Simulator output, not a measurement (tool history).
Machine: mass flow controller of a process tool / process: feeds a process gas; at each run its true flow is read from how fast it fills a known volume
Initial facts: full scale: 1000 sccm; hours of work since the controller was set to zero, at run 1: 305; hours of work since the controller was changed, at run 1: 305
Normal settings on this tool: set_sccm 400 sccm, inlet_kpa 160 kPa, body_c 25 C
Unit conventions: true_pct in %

run   hour  set_sccm  inlet_kpa  body_c  hours of work since the controller was set to zero  hours of work since the controller was changed  true_pct
  1      0       400        160      25                                                 305                                             305     99.35
  2   36.8       400        160      25                                                 333                                             333     99.31
  3   99.4       400        160      27                                                 381                                             381     99.36
  4  139.7       400        160      27                                                 412                                             412      99.4
  5  216.4       400        160      27                                                 471                                             471     99.26
  6    253       400        271      25                                                 499                                             499     99.02
  7  299.9       400        179      25                                                 535                                             535     98.99
     304.8  -- controller's zero set anew
  8  377.5       400        206      25                                                  56                                             594     98.91
  9  464.3       137        160      26                                                 122                                             660     98.18
 10  508.1       267        160      22                                                 156                                             694     98.59
 11  586.6       267        160      22                                                 216                                             754     98.64
 12  665.1       711        166      21                                                 276                                             814     99.26
     724.4  -- controller's zero set anew, once more
 13  724.4       711        166      21                                                   0                                             859     99.23
 14    775       116        234      21                                                  39                                             898     98.23

3 options for the next run, each taken on its own from the tool as it stands now. Forecast them:
  A  827.9       400        212      23                                                  79                                             938         ?
  B  827.9       857        160      25                                                  79                                             938         ?
  C  827.9       396        234      37                                                  79                                             938         ?

run  true_pct
  A     98.82
  B     99.63
  C     99.29
Stripped of hidden state, with their random variation kept, the same runs would have yielded:
run  true_pct
  A     99.34
  B    100.07
  C     99.81
